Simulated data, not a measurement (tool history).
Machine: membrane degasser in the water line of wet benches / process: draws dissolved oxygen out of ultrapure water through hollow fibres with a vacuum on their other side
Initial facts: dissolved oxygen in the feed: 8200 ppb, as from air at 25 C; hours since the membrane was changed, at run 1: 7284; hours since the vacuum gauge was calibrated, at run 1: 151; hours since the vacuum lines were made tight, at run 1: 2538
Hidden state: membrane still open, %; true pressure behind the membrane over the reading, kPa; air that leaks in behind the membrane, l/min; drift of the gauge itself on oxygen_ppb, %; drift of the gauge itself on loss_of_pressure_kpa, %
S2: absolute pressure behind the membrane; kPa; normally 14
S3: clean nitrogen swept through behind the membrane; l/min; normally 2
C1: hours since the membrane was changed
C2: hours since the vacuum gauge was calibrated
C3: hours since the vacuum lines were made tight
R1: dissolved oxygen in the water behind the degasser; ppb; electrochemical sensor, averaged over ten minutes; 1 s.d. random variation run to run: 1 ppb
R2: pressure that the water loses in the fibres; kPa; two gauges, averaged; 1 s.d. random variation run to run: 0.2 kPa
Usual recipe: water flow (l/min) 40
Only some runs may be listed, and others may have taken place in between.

run 1 day=0 | water_flow_(l/min)=40 S2=14 S3=2 | C1=7284 C2=151 C3=2538 | R1=464 R2=43.24
run 2 day=13.429 | water_flow_(l/min)=37 S2=14 S3=2 | C1=7607 C2=473 C3=2861 | R1=431.9 R2=40.31
run 3 day=25.879 | water_flow_(l/min)=40 S2=14 S3=2 | C1=7905 C2=772 C3=3159 | R1=464.8 R2=43.51
run 4 day=36.938 | water_flow_(l/min)=40 S2=14 S3=2 | C1=8171 C2=1037 C3=3425 | R1=463.3 R2=43.22
run 5 day=48.067 | water_flow_(l/min)=40 S2=14 S3=2 | C1=8438 C2=1304 C3=3692 | R1=462.7 R2=43.38
run 6 day=61.525 | water_flow_(l/min)=40 S2=14 S3=2 | C1=8761 C2=1627 C3=4015 | R1=463.3 R2=43.28
run 7 day=70.492 | water_flow_(l/min)=40 S2=14 S3=2 | C1=8976 C2=1842 C3=4230 | R1=464.1 R2=43.33
run 8 day=83.871 | water_flow_(l/min)=40 S2=14 S3=2 | C1=9297 C2=2163 C3=4551 | R1=463.5 R2=43.27
run 9 day=97.079 | water_flow_(l/min)=40 S2=22.8 S3=2 | C1=9614 C2=2481 C3=4868 | R1=802.7 R2=43.15
run 10 day=105.658 | water_flow_(l/min)=40 S2=9.2 S3=2 | C1=9820 C2=2686 C3=5074 | R1=266.5 R2=43.14
run 11 day=117.112 | water_flow_(l/min)=59 S2=14 S3=2 | C1=10095 C2=2961 C3=5349 | R1=675.8 R2=64.02
run 12 day=129.079 | water_flow_(l/min)=40 S2=14 S3=3.43 | C1=10382 C2=3249 C3=5636 | R1=291.2 R2=43.07
run 13 day=141.667 | water_flow_(l/min)=40 S2=14 S3=3.43 | C1=10684 C2=3551 C3=5938 | R1=292.4 R2=42.87
-- day=147.067 vacuum gauge calibrated
run 14 day=150.483 | water_flow_(l/min)=40 S2=14 S3=3.43 | C1=10896 C2=82 C3=6150 | R1=290.9 R2=42.97
run 15 day=161.954 | water_flow_(l/min)=40 S2=14 S3=3.43 | C1=11171 C2=357 C3=6425 | R1=292.1 R2=42.95
run 16 day=171.496 | water_flow_(l/min)=40 S2=26.9 S3=2 | C1=11400 C2=586 C3=6654 | R1=951.5 R2=43.06
-- day=175.846 seals of the vacuum lines changed
run 17 day=181.929 | water_flow_(l/min)=40 S2=10.1 S3=2 | C1=11648 C2=835 C3=146 | R1=304.1 R2=42.9
run 18 day=192.388 | water_flow_(l/min)=40 S2=10.1 S3=2 | C1=11899 C2=1086 C3=397 | R1=304.4 R2=42.7
run 19 day=199.225 | water_flow_(l/min)=40 S2=24.2 S3=2.75 | C1=12063 C2=1250 C3=561 | R1=659.9 R2=42.55
run 20 day=212.204 | water_flow_(l/min)=27 S2=10.7 S3=2.75 | C1=12375 C2=1561 C3=873 | R1=171.6 R2=28.87
run 21 day=223.162 | water_flow_(l/min)=44 S2=16 S3=2.76 | C1=12638 C2=1824 C3=1136 | R1=453.9 R2=47.23
run 22 day=232.267 | water_flow_(l/min)=44 S2=16 S3=2.76 | C1=12856 C2=2043 C3=1354 | R1=453.2 R2=46.98
run 23 day=242.658 | water_flow_(l/min)=44 S2=9.5 S3=3.47 | C1=13106 C2=2292 C3=1603 | R1=193.1 R2=46.77
run 24 day=253.404 | water_flow_(l/min)=44 S2=9.5 S3=3.47 | C1=13364 C2=2550 C3=1861 | R1=193 R2=46.72
run 25 day=266.217 | water_flow_(l/min)=41 S2=33.5 S3=5.92 | C1=13671 C2=2858 C3=2169 | R1=485.1 R2=43.73
run 26 day=275.192 | water_flow_(l/min)=41 S2=25.1 S3=5.81 | C1=13886 C2=3073 C3=2384 | R1=363.7 R2=43.72
run 27 day=284.262 | water_flow_(l/min)=28 S2=25.1 S3=5.81 | C1=14104 C2=3291 C3=2602 | R1=250.4 R2=29.6
run 28 day=295.958 | water_flow_(l/min)=29 S2=13.9 S3=3.14 | C1=14385 C2=3571 C3=2883 | R1=229 R2=30.87
-- day=300.504 vacuum gauge calibrated
run 29 day=308.696 | water_flow_(l/min)=29 S2=10.7 S3=1.96 | C1=14690 C2=197 C3=3188 | R1=248.4 R2=30.61
run 30 day=319.512 | water_flow_(l/min)=29 S2=10.7 S3=1.96 | C1=14950 C2=456 C3=3448 | R1=247.8 R2=30.43
-- day=322.238 gauge calibrated
run 31 day=329.471 | water_flow_(l/min)=45 S2=10 S3=0.91 | C1=15189 C2=695 C3=3686 | R1=621.5 R2=48.76
run 32 day=339.208 | water_flow_(l/min)=45 S2=10 S3=0.91 | C1=15422 C2=929 C3=3920 | R1=620.1 R2=49.19

Pick out some run-to-run changes in R2. Of each, how much would a tool without hidden state show as well, from the settings, what came in and chance, and how much is left for the hidden state and any gauge scatter not in both results compared?
Run 10 -> 11: water flow (l/min) 40 -> 59, S2 9.2 -> 14. R2 +20.88 kPa: hidden state -0.24, all else +21.12.
Run 11 -> 12: water flow (l/min) 59 -> 40, S3 2 -> 3.43. R2 -20.95 kPa: hidden state +0.15, all else -21.1.
Run 20 -> 21: water flow (l/min) 27 -> 44, S2 10.7 -> 16, S3 2.75 -> 2.76. R2 +18.36 kPa: hidden state -0.37, all else +18.73.
Run 26 -> 27: water flow (l/min) 41 -> 28. R2 -14.12 kPa: hidden state +0.3, all else -14.42.
Run 30 -> 31: water flow (l/min) 29 -> 45, S2 10.7 -> 10, S3 1.96 -> 0.91, gauge calibrated. R2 +18.33 kPa: hidden state +0.86, all else +17.47.
